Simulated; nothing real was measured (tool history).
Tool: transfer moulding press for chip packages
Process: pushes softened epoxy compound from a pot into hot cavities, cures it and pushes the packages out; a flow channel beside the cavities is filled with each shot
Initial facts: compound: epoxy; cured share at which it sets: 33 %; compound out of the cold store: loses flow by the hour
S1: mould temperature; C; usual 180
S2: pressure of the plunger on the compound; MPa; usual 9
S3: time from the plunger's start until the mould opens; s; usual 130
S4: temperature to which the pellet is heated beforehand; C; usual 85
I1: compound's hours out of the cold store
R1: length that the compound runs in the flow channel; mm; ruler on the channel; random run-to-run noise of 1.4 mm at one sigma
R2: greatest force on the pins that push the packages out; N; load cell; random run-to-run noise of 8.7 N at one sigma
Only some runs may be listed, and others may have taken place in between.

| run | hour | S1 | S2 | S3 | S4 | I1 | R1 | R2 |
|---|---|---|---|---|---|---|---|---|
| 1 | 0 | 180 | 9 | 130 | 85 | 19 | 878 | 717 |
|  | 60.2 | cavities cleaned with cleaning compound and waxed |
| 2 | 64.7 | 180 | 9 | 130 | 85 | 17.8 | 879 | 480 |
| 3 | 103.5 | 180 | 9 | 130 | 85 | 35.5 | 816 | 796 |
|  | 147.5 | cavities cleaned with cleaning compound and waxed |
|  | 156.2 | mould's thermocouples calibrated |
| 4 | 174.9 | 180 | 9 | 130 | 85 | 16.7 | 868 | 687 |
|  | 237.6 | cavities cleaned with cleaning compound and waxed |
| 5 | 261.3 | 180 | 9 | 130 | 85 | 12.6 | 878 | 654 |
|  | 307 | plunger's sealing rings changed |
|  | 324.5 | cavities cleaned with cleaning compound and waxed |
| 6 | 331.8 | 178 | 9 | 130 | 85 | 8.2 | 927 | 580 |
| 7 | 392.2 | 180 | 9 | 130 | 85 | 16.5 | 881 | 882 |
|  | 408.7 | cavities cleaned with cleaning compound and waxed |
| 8 | 450.7 | 180 | 9 | 130 | 85 | 23.8 | 853 | 766 |
|  | 493.5 | cavities cleaned with cleaning compound and waxed |
| 9 | 513.8 | 180 | 9 | 130 | 85 | 40.7 | 797 | 604 |
| 10 | 562.1 | 180 | 9 | 130 | 85 | 36.1 | 806 | 836 |
|  | 578.5 | cavities cleaned with cleaning compound and waxed |
| 11 | 643.2 | 180 | 9 | 130 | 85 | 21.2 | 848 | 870 |
|  | 661.7 | cavities cleaned with cleaning compound and waxed |
|  | 671.6 | plunger's sealing rings changed |
| 12 | 737.5 | 180 | 10.45 | 130 | 85 | 31.7 | 898 | 892 |
|  | 749.8 | cavities cleaned with cleaning compound and waxed |
| 13 | 803.3 | 180 | 9 | 130 | 85 | 44 | 794 | 823 |
|  | 811.5 | mould's thermocouples calibrated |
|  | 834.3 | cavities cleaned with cleaning compound and waxed |
| 14 | 861.3 | 180 | 7.35 | 132 | 85 | 17.8 | 787 | 681 |
|  | 919.8 | cavities cleaned with cleaning compound and waxed |
| 15 | 939.3 | 180 | 9.64 | 130 | 85 | 22.9 | 881 | 651 |
|  | 1007.6 | cavities cleaned with cleaning compound and waxed |
| 16 | 1007.6 | 180 | 9 | 130 | 85 | 34.5 | 809 | 387 |
|  | 1037.8 | plunger's sealing rings changed |
| 17 | 1061.6 | 183 | 8.29 | 130 | 85 | 35.3 | 783 | 719 |
|  | 1096.7 | cavities cleaned with cleaning compound and waxed |
| 18 | 1121.6 | 183 | 8.29 | 130 | 92 | 23.2 | 814 | 566 |

Forecast run 19:
|  | 1178.9 | cavities cleaned with cleaning compound and waxed |
| 19 | 1199 | 180 | 9 | 139 | 78 | 30.7 | ? | ? |

{"run 19": {"R1": 834, "R2": 559}}
Without the tool's hidden state the same run would have given R1 845 mm, R2 338 N.
